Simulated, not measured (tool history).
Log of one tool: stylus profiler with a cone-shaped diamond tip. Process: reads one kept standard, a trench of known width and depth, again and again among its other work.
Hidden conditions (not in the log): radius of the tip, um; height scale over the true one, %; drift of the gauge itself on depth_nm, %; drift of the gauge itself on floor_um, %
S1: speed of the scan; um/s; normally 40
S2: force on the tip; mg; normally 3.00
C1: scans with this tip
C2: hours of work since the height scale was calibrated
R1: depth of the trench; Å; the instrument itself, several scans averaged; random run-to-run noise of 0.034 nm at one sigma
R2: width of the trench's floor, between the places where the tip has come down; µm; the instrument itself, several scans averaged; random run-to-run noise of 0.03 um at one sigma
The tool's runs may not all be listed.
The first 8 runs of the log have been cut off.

| run | hour | S1 | S2 | C1 | C2 | R1 | R2 |
|---|---|---|---|---|---|---|---|
| 9 | 207.0 | 40 | 3.00 | 5757 | 551 | 1016.7 | 98.37 |
| 10 | 221.1 | 40 | 3.00 | 5850 | 560 | 1016.5 | 98.33 |
| 11 | 245.2 | 40 | 3.00 | 6007 | 575 | 1016.9 | 98.35 |
| 12 | 264.4 | 40 | 3.00 | 6132 | 587 | 1017.4 | 98.36 |
| 13 | 283.0 | 40 | 3.00 | 6253 | 599 | 1016.0 | 98.35 |
| 14 | 300.3 | 40 | 3.00 | 6366 | 609 | 1017.1 | 98.36 |
| 15 | 328.4 | 40 | 3.00 | 6549 | 627 | 1016.5 | 98.32 |
| 16 | 353.9 | 40 | 3.00 | 6715 | 643 | 1017.3 | 98.36 |
| 17 | 378.8 | 40 | 2.43 | 6878 | 658 | 1015.3 | 98.32 |
| 18 | 405.7 | 40 | 2.82 | 7053 | 675 | 1016.8 | 98.35 |
| 19 | 422.7 | 15 | 3.00 | 7164 | 686 | 1017.7 | 98.38 |
| 20 | 457.3 | 15 | 3.00 | 7390 | 707 | 1018.0 | 98.43 |
| 21 | 479.4 | 40 | 3.00 | 7533 | 721 | 1016.9 | 98.34 |
| 22 | 494.8 | 108 | 3.00 | 7634 | 731 | 1017.3 | 98.10 |
| 23 | 527.0 | 108 | 3.00 | 7844 | 751 | 1017.1 | 98.17 |
| 24 | 544.6 | 108 | 3.00 | 7958 | 762 | 1017.8 | 98.11 |
| 25 | 567.5 | 108 | 3.00 | 8108 | 776 | 1016.9 | 98.06 |
| 26 | 591.7 | 108 | 3.00 | 8266 | 791 | 1016.4 | 98.13 |
| 27 | 612.2 | 154 | 1.45 | 8400 | 804 | 1012.4 | 97.76 |
| 28 | 633.0 | 24 | 3.00 | 8535 | 817 | 1018.0 | 98.30 |
|  | 635.8 | height scale calibrated on a step standard |
| 29 | 660.4 | 108 | 3.40 | 8710 | 15 | 1020.5 | 98.12 |
| 30 | 678.0 | 23 | 1.30 | 8825 | 26 | 1012.2 | 98.26 |
| 31 | 703.7 | 23 | 1.30 | 8993 | 42 | 1012.8 | 98.25 |
| 32 | 717.9 | 45 | 5.24 | 9085 | 51 | 1025.2 | 98.26 |
| 33 | 740.1 | 45 | 5.24 | 9230 | 65 | 1024.4 | 98.34 |

What will run 34 give?
| 34 | 773.0 | 45 | 5.24 | 9445 | 86 | ? | ? |

{"run 34": {"R1": 1025.1, "R2": 98.21}}
Were there no unlogged condition in the tool, this run, its random variation unchanged, would have produced R1 1020.1 Å, R2 98.61 µm.
